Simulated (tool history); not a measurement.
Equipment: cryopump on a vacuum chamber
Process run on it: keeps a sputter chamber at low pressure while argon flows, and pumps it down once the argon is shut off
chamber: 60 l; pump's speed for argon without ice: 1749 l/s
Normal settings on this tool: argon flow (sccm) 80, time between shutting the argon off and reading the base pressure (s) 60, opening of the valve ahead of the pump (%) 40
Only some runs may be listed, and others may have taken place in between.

run	hour	argon flow (sccm)	time between shutting the argon off and reading the base pressure (s)	opening of the valve ahead of the pump (%)	pressure while argon flows (Pa)	pressure after the wait (uPa)
1	0	80	60	40	0.1951	2.38
2	21.5	80	60	40	0.196	2.48
3	43.2	80	60	17	0.458	2.51
4	62.2	74	60	40	0.1828	2.5
5	81.2	80	60	40	0.1971	2.55
6	95.5	63	60	40	0.1552	2.48
7	114.5	80	60	40	0.1963	2.46
8	131.6	80	60	26	0.3004	2.52
9	145	80	60	55	0.1445	2.62
10	165.1	80	60	40	0.1988	2.61
11	176.4	80	60	40	0.1991	2.56
12	195.7	80	60	40	0.1992	2.57
13	216.4	80	60	40	0.1984	2.62
14	233.8	80	60	40	0.1987	2.65
15	251.9	80	60	40	0.1988	2.69
16	268.4	80	60	40	0.1997	2.76
17	286.1	80	60	40	0.1996	2.65
18	302.8	80	60	40	0.1991	2.7
19	318.2	80	68	49	0.1649	2.66
20	328.3	80	124	40	0.2009	2.24
21	342.6	80	124	40	0.1978	2.26
22	362.3	158	124	33	0.4751	2.3
23	378.9	158	124	33	0.4784	2.33
24	391.6	51	77	33	0.1543	2.61
25	411.9	51	77	33	0.1552	2.63
26	421	51	77	33	0.1538	2.59
27	431.2	96	60	59	0.1669	2.84
28	449.9	96	60	59	0.1673	2.94
29	459.8	96	60	59	0.1665	2.84
30	477.5	96	60	59	0.1691	2.97
31	495.6	96	60	59	0.169	2.92
32	515.3	56	65	40	0.142	2.78
33	525.6	80	124	40	0.2042	2.45

Below, some changes in pressure while argon flows (Pa) between adjacent runs. For each, the amount present without the hidden state too (settings, incoming material, random variation) and the amount remaining for the hidden state with gauge scatter not shared by both compared results:
Unlogged tool condition in this case: pump's speed, % of a pump's without ice; cold plate's temperature, K; leak into the chamber, uPa l/s; drift of the gauge itself on working_pa, %; drift of the gauge itself on base_upa, %.
Run 3 -> 4: argon flow (sccm) 80 -> 74, opening of the valve ahead of the pump (%) 17 -> 40. pressure while argon flows (Pa) -0.2752: hidden state +0.0001, all else -0.2753.
Run 21 -> 22: argon flow (sccm) 80 -> 158, opening of the valve ahead of the pump (%) 40 -> 33. pressure while argon flows (Pa) +0.2773: hidden state +0.0074, all else +0.2699.
Run 23 -> 24: argon flow (sccm) 158 -> 51, time between shutting the argon off and reading the base pressure (s) 124 -> 77. pressure while argon flows (Pa) -0.3241: hidden state -0.0101, all else -0.314.
Run 26 -> 27: argon flow (sccm) 51 -> 96, time between shutting the argon off and reading the base pressure (s) 77 -> 60, opening of the valve ahead of the pump (%) 33 -> 59. pressure while argon flows (Pa) +0.0131: hidden state +0.0048, all else +0.0083.
